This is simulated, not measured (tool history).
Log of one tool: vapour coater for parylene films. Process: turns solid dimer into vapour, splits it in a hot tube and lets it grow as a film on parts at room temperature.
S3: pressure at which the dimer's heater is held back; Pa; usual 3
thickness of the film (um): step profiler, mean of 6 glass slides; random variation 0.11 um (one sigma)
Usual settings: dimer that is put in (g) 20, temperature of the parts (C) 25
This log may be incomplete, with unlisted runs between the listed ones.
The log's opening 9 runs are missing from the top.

{"run": 10, "hour": 247.4, "dimer that is put in (g)": 20, "temperature of the parts (C)": 25, "S3": 3, "thickness of the film (um)": 13.88}
{"run": 11, "hour": 267.2, "dimer that is put in (g)": 20, "temperature of the parts (C)": 25, "S3": 3, "thickness of the film (um)": 13.43}
{"run": 12, "hour": 289.8, "dimer that is put in (g)": 20, "temperature of the parts (C)": 25, "S3": 3, "thickness of the film (um)": 13.67}
{"run": 13, "hour": 317.6, "dimer that is put in (g)": 20, "temperature of the parts (C)": 25, "S3": 10.02, "thickness of the film (um)": 12.85}
{"run": 14, "hour": 345.8, "dimer that is put in (g)": 20, "temperature of the parts (C)": 25, "S3": 10.02, "thickness of the film (um)": 12.79}
{"run": 15, "hour": 365.9, "dimer that is put in (g)": 20, "temperature of the parts (C)": 25, "S3": 10.02, "thickness of the film (um)": 12.83}
{"run": 16, "hour": 382.5, "dimer that is put in (g)": 34, "temperature of the parts (C)": 25, "S3": 3, "thickness of the film (um)": 23.24}
{"run": 17, "hour": 420.3, "dimer that is put in (g)": 34, "temperature of the parts (C)": 25, "S3": 3, "thickness of the film (um)": 23.58}
{"run": 18, "hour": 457.9, "dimer that is put in (g)": 20, "temperature of the parts (C)": 19, "S3": 3, "thickness of the film (um)": 18.33}
{"run": 19, "hour": 485.2, "dimer that is put in (g)": 20, "temperature of the parts (C)": 33, "S3": 2.26, "thickness of the film (um)": 9.57}
{"run": 20, "hour": 515.9, "dimer that is put in (g)": 12, "temperature of the parts (C)": 33, "S3": 2.26, "thickness of the film (um)": 5.71}
{"run": 21, "hour": 544.5, "dimer that is put in (g)": 36, "temperature of the parts (C)": 19, "S3": 2.27, "thickness of the film (um)": 33.05}
{"run": 22, "hour": 566.5, "dimer that is put in (g)": 20, "temperature of the parts (C)": 25, "S3": 9.48, "thickness of the film (um)": 12.95}
{"run": 23, "hour": 581.8, "dimer that is put in (g)": 12, "temperature of the parts (C)": 24, "S3": 4.79, "thickness of the film (um)": 8.39}
{"run": 24, "hour": 604.4, "dimer that is put in (g)": 12, "temperature of the parts (C)": 24, "S3": 11.5, "thickness of the film (um)": 7.95}

Forecast run 25:
{"run": 25, "hour": 637.4, "dimer that is put in (g)": 12, "temperature of the parts (C)": 24, "S3": 11.5, "thickness of the film (um)": "?"}

Run 25 measured thickness of the film (um) 7.86.
With the hidden condition absent and the run-to-run variation left alone, this run would have shown thickness of the film (um) 7.87.
